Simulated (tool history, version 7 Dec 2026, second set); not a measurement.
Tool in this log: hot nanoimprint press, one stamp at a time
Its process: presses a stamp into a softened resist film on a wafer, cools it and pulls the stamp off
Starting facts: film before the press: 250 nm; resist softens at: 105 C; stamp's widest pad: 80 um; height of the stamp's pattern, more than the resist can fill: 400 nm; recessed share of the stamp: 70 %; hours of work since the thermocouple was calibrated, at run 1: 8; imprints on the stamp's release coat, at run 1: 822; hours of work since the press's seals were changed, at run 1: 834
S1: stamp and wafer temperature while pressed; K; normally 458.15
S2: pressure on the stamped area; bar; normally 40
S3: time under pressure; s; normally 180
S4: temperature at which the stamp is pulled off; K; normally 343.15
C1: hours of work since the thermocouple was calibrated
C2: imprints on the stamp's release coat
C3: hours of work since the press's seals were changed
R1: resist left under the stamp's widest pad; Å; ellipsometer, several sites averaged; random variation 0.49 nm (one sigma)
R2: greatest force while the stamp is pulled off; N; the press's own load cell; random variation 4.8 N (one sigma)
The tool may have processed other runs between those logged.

run	day	S1	S2	S3	S4	C1	C2	C3	R1	R2
1	0	458.15	40	180	343.15	8	822	834	1315	265
2	0.767	458.15	40	180	351.15	18	854	843	1320	220
3	2.179	458.15	40	180	351.15	35	911	861	1312	234
# day 3.542: press's hydraulic seals changed and the load cell set to zero
4	3.542	458.15	40	180	343.15	48	953	0	1296	265
5	5.025	458.15	46	180	343.15	66	1014	18	1224	265
6	6.404	458.15	40	180	343.15	83	1070	35	1292	275
7	7.417	458.15	40	180	345.15	96	1111	48	1293	263
# day 8.904: stamp cleaned and given a new release coat
8	9.042	458.15	40	180	345.15	113	6	65	1275	226
9	9.829	458.15	40	180	345.15	122	38	74	1285	221
10	11.058	458.15	46.5	180	343.15	137	88	90	1205	236
11	12.371	458.15	46.5	180	343.15	154	141	106	1209	240
12	13.6	451.15	46.5	180	343.15	169	191	121	1472	231
13	14.525	451.15	46.5	180	343.15	180	229	132	1469	243
14	16.338	458.15	40	217	343.15	202	303	155	1192	239
15	18.029	470.15	40	217	343.15	223	372	175	842	255
16	18.925	449.15	43.1	166	331.15	234	408	187	1625	303
# day 19.171: plate thermocouple calibrated
17	20.8	449.15	43.1	291	348.15	20	479	208	1348	223
18	22.412	450.15	43.1	286	348.15	40	545	228	1317	227
19	23.238	458.15	26.4	180	343.15	50	579	238	1482	243
20	25.012	458.15	40	324	350.15	72	651	260	1002	221
21	26.083	458.15	40	324	350.15	85	695	273	1008	226
# day 26.954: plate thermocouple calibrated, once more
22	27.508	469.15	40	180	340.15	7	748	289	966	265
23	28.921	449.15	40	180	328.15	24	805	307	1659	329
24	30.354	449.15	40	180	328.15	42	863	324	1660	340
25	31.558	462.15	47.9	262	344.15	57	912	339	923	272
26	32.771	465.15	46.2	262	344.15	72	962	354	860	272
27	33.667	465.15	46.2	262	344.15	83	998	365	856	266
28	35.021	465.15	46.2	262	344.15	99	1053	382	860	263
29	35.9	458.15	56.4	180	343.15	110	1089	393	1121	269
# day 37.825: stamp cleaned and given a new release coat
30	37.992	458.15	31.5	180	343.15	133	7	415	1424	240

Across each entry between runs, compare the hidden state at the last listed run before it with the hidden state at the first listed run after it:
From run 3 to run 4: press's hydraulic seals changed and the load cell set to zero (day 3.542)
  true temperature over the reading, C: 0.16 -> 0.21; pressure that arrives at the usual setting, %: 96.83 -> 99.86; grip of the stamp's worn release coat, % over a new coat's: 15.2 -> 15.9
  measured value less the no-hidden-state value, R1: +11 -> -7 Å; R2: +30 -> +36 N
From run 7 to run 8: stamp cleaned and given a new release coat (day 8.904)
  true temperature over the reading, C: 0.37 -> 0.44; pressure that arrives at the usual setting, %: 99.68 -> 99.62; grip of the stamp's worn release coat, % over a new coat's: 18.5 -> 0.1
  measured value less the no-hidden-state value, R1: -12 -> -14 Å; R2: +40 -> -2 N
From run 16 to run 17: plate thermocouple calibrated (day 19.171)
  true temperature over the reading, C: 0.88 -> 1.26; pressure that arrives at the usual setting, %: 99.17 -> 99.1; grip of the stamp's worn release coat, % over a new coat's: 6.7 -> 7.9
  measured value less the no-hidden-state value, R1: -31 -> -46 Å; R2: +15 -> +11 N
From run 21 to run 22: plate thermocouple calibrated, once more (day 26.954)
  true temperature over the reading, C: 1.49 -> -0.02; pressure that arrives at the usual setting, %: 98.85 -> 98.78; grip of the stamp's worn release coat, % over a new coat's: 11.5 -> 12.4
  measured value less the no-hidden-state value, R1: -43 -> +6 Å; R2: +17 -> +29 N
From run 29 to run 30: stamp cleaned and given a new release coat (day 37.825)
  true temperature over the reading, C: 0.35 -> 0.43; pressure that arrives at the usual setting, %: 98.39 -> 98.3; grip of the stamp's worn release coat, % over a new coat's: 18.2 -> 0.1
  measured value less the no-hidden-state value, R1: +0 -> -9 Å; R2: +40 -> -2 N
